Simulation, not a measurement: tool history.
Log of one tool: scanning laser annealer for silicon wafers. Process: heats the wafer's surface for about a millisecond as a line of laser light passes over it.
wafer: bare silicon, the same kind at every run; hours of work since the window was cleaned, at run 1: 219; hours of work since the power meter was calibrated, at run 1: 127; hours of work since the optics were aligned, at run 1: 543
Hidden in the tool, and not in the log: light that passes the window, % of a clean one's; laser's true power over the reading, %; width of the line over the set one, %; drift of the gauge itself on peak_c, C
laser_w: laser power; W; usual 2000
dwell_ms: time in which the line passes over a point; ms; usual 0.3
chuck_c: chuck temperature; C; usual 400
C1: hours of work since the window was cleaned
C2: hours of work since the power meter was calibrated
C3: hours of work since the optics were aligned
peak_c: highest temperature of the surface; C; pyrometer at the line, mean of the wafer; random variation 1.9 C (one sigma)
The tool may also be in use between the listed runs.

{"run": 1, "day": 0.0, "laser_w": 2000, "dwell_ms": 0.3, "chuck_c": 400, "C1": 219, "C2": 127, "C3": 543, "peak_c": 1217}
{"run": 2, "day": 1.304, "laser_w": 2000, "dwell_ms": 0.3, "chuck_c": 400, "C1": 239, "C2": 148, "C3": 563, "peak_c": 1214}
{"run": 3, "day": 2.625, "laser_w": 2000, "dwell_ms": 0.3, "chuck_c": 400, "C1": 260, "C2": 169, "C3": 584, "peak_c": 1213}
{"run": 4, "day": 4.054, "laser_w": 2082, "dwell_ms": 0.3, "chuck_c": 400, "C1": 283, "C2": 192, "C3": 607, "peak_c": 1254}
{"run": 5, "day": 5.958, "laser_w": 2082, "dwell_ms": 0.3, "chuck_c": 400, "C1": 314, "C2": 222, "C3": 638, "peak_c": 1248}
{"run": 6, "day": 6.942, "laser_w": 2000, "dwell_ms": 0.3, "chuck_c": 400, "C1": 329, "C2": 238, "C3": 653, "peak_c": 1206}
{"run": 7, "day": 8.208, "laser_w": 2000, "dwell_ms": 0.3, "chuck_c": 400, "C1": 350, "C2": 258, "C3": 674, "peak_c": 1205}
{"run": 8, "day": 10.138, "laser_w": 2000, "dwell_ms": 0.3, "chuck_c": 400, "C1": 380, "C2": 289, "C3": 704, "peak_c": 1201}
{"run": 9, "day": 11.492, "laser_w": 2000, "dwell_ms": 0.3, "chuck_c": 400, "C1": 402, "C2": 310, "C3": 726, "peak_c": 1197}
{"run": 10, "day": 12.962, "laser_w": 2000, "dwell_ms": 0.3, "chuck_c": 400, "C1": 426, "C2": 334, "C3": 750, "peak_c": 1193}
{"run": 11, "day": 14.483, "laser_w": 2000, "dwell_ms": 0.3, "chuck_c": 400, "C1": 450, "C2": 358, "C3": 774, "peak_c": 1194}
{"run": 12, "day": 15.329, "laser_w": 2000, "dwell_ms": 0.3, "chuck_c": 400, "C1": 463, "C2": 372, "C3": 787, "peak_c": 1192}
{"run": 13, "day": 16.304, "laser_w": 2000, "dwell_ms": 0.3, "chuck_c": 400, "C1": 479, "C2": 387, "C3": 803, "peak_c": 1191}
{"run": 14, "day": 18.071, "laser_w": 2000, "dwell_ms": 0.3, "chuck_c": 400, "C1": 507, "C2": 416, "C3": 831, "peak_c": 1186}
{"run": 15, "day": 19.804, "laser_w": 2000, "dwell_ms": 0.3, "chuck_c": 416, "C1": 535, "C2": 443, "C3": 859, "peak_c": 1197}
{"run": 16, "day": 20.925, "laser_w": 2128, "dwell_ms": 0.323, "chuck_c": 364, "C1": 553, "C2": 461, "C3": 877, "peak_c": 1249}
{"day": 21.908, "done": "window over the wafer cleaned"}
{"run": 17, "day": 22.321, "laser_w": 2128, "dwell_ms": 0.323, "chuck_c": 364, "C1": 7, "C2": 482, "C3": 898, "peak_c": 1310}
{"run": 18, "day": 23.329, "laser_w": 2000, "dwell_ms": 0.291, "chuck_c": 400, "C1": 23, "C2": 498, "C3": 914, "peak_c": 1218}
{"run": 19, "day": 24.579, "laser_w": 2000, "dwell_ms": 0.291, "chuck_c": 400, "C1": 43, "C2": 518, "C3": 934, "peak_c": 1213}
{"run": 20, "day": 25.7, "laser_w": 2017, "dwell_ms": 0.232, "chuck_c": 370, "C1": 61, "C2": 536, "C3": 952, "peak_c": 1091}
{"run": 21, "day": 27.354, "laser_w": 2017, "dwell_ms": 0.232, "chuck_c": 370, "C1": 87, "C2": 563, "C3": 978, "peak_c": 1087}
{"run": 22, "day": 29.05, "laser_w": 2017, "dwell_ms": 0.232, "chuck_c": 370, "C1": 114, "C2": 590, "C3": 1005, "peak_c": 1086}
{"run": 23, "day": 29.883, "laser_w": 1960, "dwell_ms": 0.266, "chuck_c": 400, "C1": 127, "C2": 603, "C3": 1019, "peak_c": 1145}
{"run": 24, "day": 31.708, "laser_w": 1960, "dwell_ms": 0.266, "chuck_c": 400, "C1": 157, "C2": 632, "C3": 1048, "peak_c": 1144}
{"run": 25, "day": 33.05, "laser_w": 2165, "dwell_ms": 0.321, "chuck_c": 374, "C1": 178, "C2": 653, "C3": 1069, "peak_c": 1314}
{"run": 26, "day": 34.046, "laser_w": 1775, "dwell_ms": 0.227, "chuck_c": 400, "C1": 194, "C2": 669, "C3": 1085, "peak_c": 996}
{"run": 27, "day": 34.871, "laser_w": 1855, "dwell_ms": 0.243, "chuck_c": 360, "C1": 207, "C2": 683, "C3": 1098, "peak_c": 1012}
{"run": 28, "day": 36.846, "laser_w": 2176, "dwell_ms": 0.278, "chuck_c": 375, "C1": 239, "C2": 714, "C3": 1130, "peak_c": 1235}

The same runs without the tool's hidden state, with the same run-to-run variation:
run=1 peak_c=1244
run=2 peak_c=1243
run=3 peak_c=1244
run=4 peak_c=1290
run=5 peak_c=1287
run=6 peak_c=1245
run=7 peak_c=1246
run=8 peak_c=1246
run=9 peak_c=1244
run=10 peak_c=1243
run=11 peak_c=1247
run=12 peak_c=1246
run=13 peak_c=1247
run=14 peak_c=1245
run=15 peak_c=1259
run=16 peak_c=1321
run=17 peak_c=1323
run=18 peak_c=1231
run=19 peak_c=1229
run=20 peak_c=1106
run=21 peak_c=1105
run=22 peak_c=1106
run=23 peak_c=1167
run=24 peak_c=1169
run=25 peak_c=1349
run=26 peak_c=1019
run=27 peak_c=1039
run=28 peak_c=1275
